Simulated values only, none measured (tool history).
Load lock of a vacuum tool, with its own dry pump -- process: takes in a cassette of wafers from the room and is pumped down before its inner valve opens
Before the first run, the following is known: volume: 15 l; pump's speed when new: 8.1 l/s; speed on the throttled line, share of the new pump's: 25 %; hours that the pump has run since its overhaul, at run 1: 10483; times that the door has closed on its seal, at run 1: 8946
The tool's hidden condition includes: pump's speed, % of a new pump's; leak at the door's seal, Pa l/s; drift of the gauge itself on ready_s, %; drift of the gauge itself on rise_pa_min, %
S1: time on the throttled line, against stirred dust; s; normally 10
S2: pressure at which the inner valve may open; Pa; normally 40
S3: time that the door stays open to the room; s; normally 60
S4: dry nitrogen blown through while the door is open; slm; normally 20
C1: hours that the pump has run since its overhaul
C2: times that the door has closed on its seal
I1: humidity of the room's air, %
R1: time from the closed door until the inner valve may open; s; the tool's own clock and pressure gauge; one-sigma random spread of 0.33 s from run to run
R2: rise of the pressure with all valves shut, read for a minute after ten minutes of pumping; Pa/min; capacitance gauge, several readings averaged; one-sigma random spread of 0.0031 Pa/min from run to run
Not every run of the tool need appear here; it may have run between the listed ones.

{"run": 1, "hour": 0.0, "S1": 10, "S2": 40, "S3": 60, "S4": 20, "C1": 10483, "C2": 8946, "I1": 44, "R1": 23.9, "R2": 0.074}
{"run": 2, "hour": 176.0, "S1": 10, "S2": 40, "S3": 60, "S4": 20, "C1": 10659, "C2": 9155, "I1": 43.4, "R1": 24, "R2": 0.076}
{"run": 3, "hour": 467.7, "S1": 10, "S2": 40, "S3": 60, "S4": 20, "C1": 10951, "C2": 9502, "I1": 45.8, "R1": 24.8, "R2": 0.076}
{"run": 4, "hour": 636.9, "S1": 5, "S2": 40, "S3": 60, "S4": 20, "C1": 11120, "C2": 9704, "I1": 46.2, "R1": 20.6, "R2": 0.077}
{"run": 5, "hour": 767.5, "S1": 10, "S2": 40, "S3": 60, "S4": 20, "C1": 11251, "C2": 9859, "I1": 45.4, "R1": 24.3, "R2": 0.077}
{"run": 6, "hour": 897.3, "S1": 10, "S2": 40, "S3": 60, "S4": 20, "C1": 11381, "C2": 10014, "I1": 49.9, "R1": 24.1, "R2": 0.085}
{"run": 7, "hour": 1132.5, "S1": 10, "S2": 54, "S3": 60, "S4": 20, "C1": 11616, "C2": 10294, "I1": 44.6, "R1": 24.2, "R2": 0.073}
{"run": 8, "hour": 1412.7, "S1": 10, "S2": 54, "S3": 60, "S4": 20, "C1": 11896, "C2": 10627, "I1": 46.3, "R1": 23.7, "R2": 0.084}
{"run": 9, "hour": 1708.1, "S1": 10, "S2": 54, "S3": 60, "S4": 20, "C1": 12191, "C2": 10979, "I1": 46.4, "R1": 24, "R2": 0.08}
{"run": 10, "hour": 1974.4, "S1": 10, "S2": 40, "S3": 60, "S4": 20, "C1": 12458, "C2": 11296, "I1": 47.8, "R1": 24.6, "R2": 0.084}
{"run": 11, "hour": 2117.8, "S1": 10, "S2": 40, "S3": 60, "S4": 20, "C1": 12601, "C2": 11467, "I1": 41.9, "R1": 24.4, "R2": 0.077}
{"hour": 2216.1, "done": "dry pump taken out, an overhauled one fitted"}
{"run": 12, "hour": 2328.1, "S1": 10, "S2": 50, "S3": 60, "S4": 20, "C1": 112, "C2": 11710, "I1": 45, "R1": 21.5, "R2": 0.08}
{"run": 13, "hour": 2619.0, "S1": 10, "S2": 50, "S3": 60, "S4": 20, "C1": 403, "C2": 12056, "I1": 47.7, "R1": 22.4, "R2": 0.079}
{"run": 14, "hour": 2807.0, "S1": 10, "S2": 40, "S3": 60, "S4": 20, "C1": 591, "C2": 12280, "I1": 45.4, "R1": 22.4, "R2": 0.088}
{"run": 15, "hour": 2938.6, "S1": 10, "S2": 40, "S3": 60, "S4": 20, "C1": 723, "C2": 12437, "I1": 47.4, "R1": 22.4, "R2": 0.087}
{"run": 16, "hour": 3199.9, "S1": 10, "S2": 66, "S3": 60, "S4": 20, "C1": 984, "C2": 12748, "I1": 43.2, "R1": 21.1, "R2": 0.082}
{"run": 17, "hour": 3383.2, "S1": 14, "S2": 75, "S3": 176, "S4": 9, "C1": 1167, "C2": 12966, "I1": 41.3, "R1": 24.1, "R2": 0.168}
{"run": 18, "hour": 3539.3, "S1": 14, "S2": 75, "S3": 176, "S4": 9, "C1": 1323, "C2": 13152, "I1": 41.2, "R1": 24.5, "R2": 0.173}
{"run": 19, "hour": 3843.0, "S1": 6, "S2": 45, "S3": 113, "S4": 7, "C1": 1627, "C2": 13514, "I1": 46, "R1": 18.9, "R2": 0.154}
{"run": 20, "hour": 4159.2, "S1": 6, "S2": 45, "S3": 113, "S4": 7, "C1": 1943, "C2": 13890, "I1": 47.2, "R1": 19.5, "R2": 0.164}
{"run": 21, "hour": 4463.1, "S1": 10, "S2": 31, "S3": 60, "S4": 19, "C1": 2247, "C2": 14252, "I1": 45.8, "R1": 22.2, "R2": 0.088}
{"run": 22, "hour": 4710.6, "S1": 10, "S2": 38, "S3": 60, "S4": 7, "C1": 2494, "C2": 14547, "I1": 43.5, "R1": 22.8, "R2": 0.115}
{"run": 23, "hour": 5008.3, "S1": 10, "S2": 38, "S3": 32, "S4": 17, "C1": 2792, "C2": 14901, "I1": 46.2, "R1": 23.1, "R2": 0.073}
{"run": 24, "hour": 5260.1, "S1": 10, "S2": 40, "S3": 27, "S4": 8, "C1": 3044, "C2": 15201, "I1": 47.4, "R1": 22.6, "R2": 0.083}
{"run": 25, "hour": 5427.0, "S1": 14, "S2": 32, "S3": 60, "S4": 5, "C1": 3211, "C2": 15399, "I1": 44.3, "R1": 26.2, "R2": 0.125}
{"run": 26, "hour": 5557.5, "S1": 17, "S2": 32, "S3": 190, "S4": 29, "C1": 3341, "C2": 15555, "I1": 46.2, "R1": 28.8, "R2": 0.14}
{"run": 27, "hour": 5745.4, "S1": 5, "S2": 48, "S3": 82, "S4": 33, "C1": 3529, "C2": 15779, "I1": 43.3, "R1": 18.6, "R2": 0.084}
{"run": 28, "hour": 5994.9, "S1": 10, "S2": 64, "S3": 60, "S4": 20, "C1": 3779, "C2": 16076, "I1": 42.9, "R1": 22.2, "R2": 0.097}
{"run": 29, "hour": 6233.2, "S1": 10, "S2": 64, "S3": 60, "S4": 20, "C1": 4017, "C2": 16359, "I1": 45.2, "R1": 21.8, "R2": 0.099}
{"run": 30, "hour": 6427.4, "S1": 10, "S2": 64, "S3": 60, "S4": 20, "C1": 4211, "C2": 16591, "I1": 44.7, "R1": 22.3, "R2": 0.101}
{"run": 31, "hour": 6639.0, "S1": 10, "S2": 64, "S3": 60, "S4": 20, "C1": 4423, "C2": 16842, "I1": 44.3, "R1": 22.6, "R2": 0.098}

Alternative continuations, all from the tool just after run 31; predict every row:
{"run": "A", "hour": 6877.1, "S1": 7, "S2": 64, "S3": 92, "S4": 4, "C1": 4661, "C2": 17126, "I1": 50.6, "R1": "?", "R2": "?"}
{"run": "B", "hour": 6877.1, "S1": 19, "S2": 40, "S3": 60, "S4": 24, "C1": 4661, "C2": 17126, "I1": 47.9, "R1": "?", "R2": "?"}
{"run": "C", "hour": 6877.1, "S1": 10, "S2": 40, "S3": 67, "S4": 20, "C1": 4661, "C2": 17126, "I1": 46.6, "R1": "?", "R2": "?"}
{"run": "D", "hour": 6877.1, "S1": 6, "S2": 64, "S3": 94, "S4": 8, "C1": 4661, "C2": 17126, "I1": 43.9, "R1": "?", "R2": "?"}
{"run": "E", "hour": 6877.1, "S1": 10, "S2": 44, "S3": 60, "S4": 11, "C1": 4661, "C2": 17126, "I1": 43.9, "R1": "?", "R2": "?"}

run=A R1=19.6 R2=0.17
run=B R1=29.8 R2=0.102
run=C R1=23 R2=0.108
run=D R1=18.8 R2=0.144
run=E R1=22.5 R2=0.11
What these runs would have given with no unlogged condition in the tool:
run=A R1=18.8 R2=0.128
run=B R1=29.1 R2=0.061
run=C R1=22.2 R2=0.066
run=D R1=18 R2=0.102
run=E R1=21.7 R2=0.069
